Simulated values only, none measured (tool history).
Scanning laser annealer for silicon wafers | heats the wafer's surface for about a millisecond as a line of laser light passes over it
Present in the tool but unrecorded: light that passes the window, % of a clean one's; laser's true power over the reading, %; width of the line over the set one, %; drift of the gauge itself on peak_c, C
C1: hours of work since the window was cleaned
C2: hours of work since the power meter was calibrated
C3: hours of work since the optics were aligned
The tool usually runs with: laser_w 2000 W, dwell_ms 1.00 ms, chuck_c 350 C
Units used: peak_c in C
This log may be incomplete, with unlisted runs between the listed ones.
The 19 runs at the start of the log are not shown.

Run 20, hour 649.9: usual settings but chuck_c 387 C; C1 578; C2 1051; C3 508. Result: peak_c 1172 C.
Run 21, hour 677.1: usual settings but laser_w 2113 W, dwell_ms 1.01 ms, chuck_c 316 C; C1 598; C2 1071; C3 528. Result: peak_c 1157 C.
Run 22, hour 721.5: usual settings but laser_w 1772 W, dwell_ms 0.76 ms; C1 631; C2 1104; C3 561. Result: peak_c 953 C.
Run 23, hour 746.5: usual settings but laser_w 2026 W, dwell_ms 1.10 ms, chuck_c 371 C; C1 649; C2 1123; C3 579. Result: peak_c 1206 C.
Run 24, hour 776.7: usual settings but laser_w 2026 W, dwell_ms 1.10 ms, chuck_c 371 C; C1 672; C2 1145; C3 602. Result: peak_c 1204 C.
Run 25, hour 799.4: usual settings but laser_w 1786 W, dwell_ms 0.87 ms, chuck_c 390 C; C1 689; C2 1162; C3 619. Result: peak_c 1039 C.
Run 26, hour 836.1: usual settings but laser_w 2077 W, chuck_c 319 C; C1 716; C2 1189; C3 646. Result: peak_c 1137 C.
Run 27, hour 881.8: usual settings but laser_w 1940 W, dwell_ms 0.79 ms, chuck_c 314 C; C1 750; C2 1223; C3 680. Result: peak_c 986 C.
Run 28, hour 908.3: usual settings but laser_w 1940 W, dwell_ms 0.79 ms, chuck_c 314 C; C1 769; C2 1243; C3 699. Result: peak_c 986 C.
Run 29, hour 953.6: usual settings but laser_w 2198 W, dwell_ms 1.12 ms, chuck_c 347 C; C1 803; C2 1276; C3 733. Result: peak_c 1263 C.
At hour 984.7: optics aligned, line set to its width.
Run 30, hour 990.2: usual settings but laser_w 2198 W, dwell_ms 1.12 ms, chuck_c 347 C; C1 826; C2 1300; C3 4. Result: peak_c 1268 C.
Run 31, hour 1028.0: usual settings but laser_w 2198 W, dwell_ms 1.12 ms, chuck_c 347 C; C1 854; C2 1328; C3 32. Result: peak_c 1268 C.
At hour 1059.5: window over the wafer cleaned.
Run 32, hour 1064.8: usual settings but laser_w 2137 W, dwell_ms 0.73 ms, chuck_c 348 C; C1 4; C2 1353; C3 58. Result: peak_c 1086 C.
Run 33, hour 1111.1: usual settings but laser_w 2137 W, dwell_ms 0.73 ms, chuck_c 348 C; C1 38; C2 1388; C3 92. Result: peak_c 1087 C.
Run 34, hour 1154.5: usual settings but laser_w 2137 W, dwell_ms 0.73 ms, chuck_c 348 C; C1 70; C2 1420; C3 124. Result: peak_c 1086 C.
Run 35, hour 1177.2: usual settings but laser_w 2137 W, dwell_ms 0.73 ms, chuck_c 348 C; C1 87; C2 1437; C3 141. Result: peak_c 1086 C.

The next listed run, before its measurement:
Run 36, hour 1213.2: usual settings but laser_w 2103 W, dwell_ms 0.75 ms, chuck_c 388 C; C1 114; C2 1463; C3 168. Result: peak_c ?.

For run 36 the tool returned peak_c 1117 C.
Had the tool carried no hidden state, the very same run would have given peak_c 1120 C.
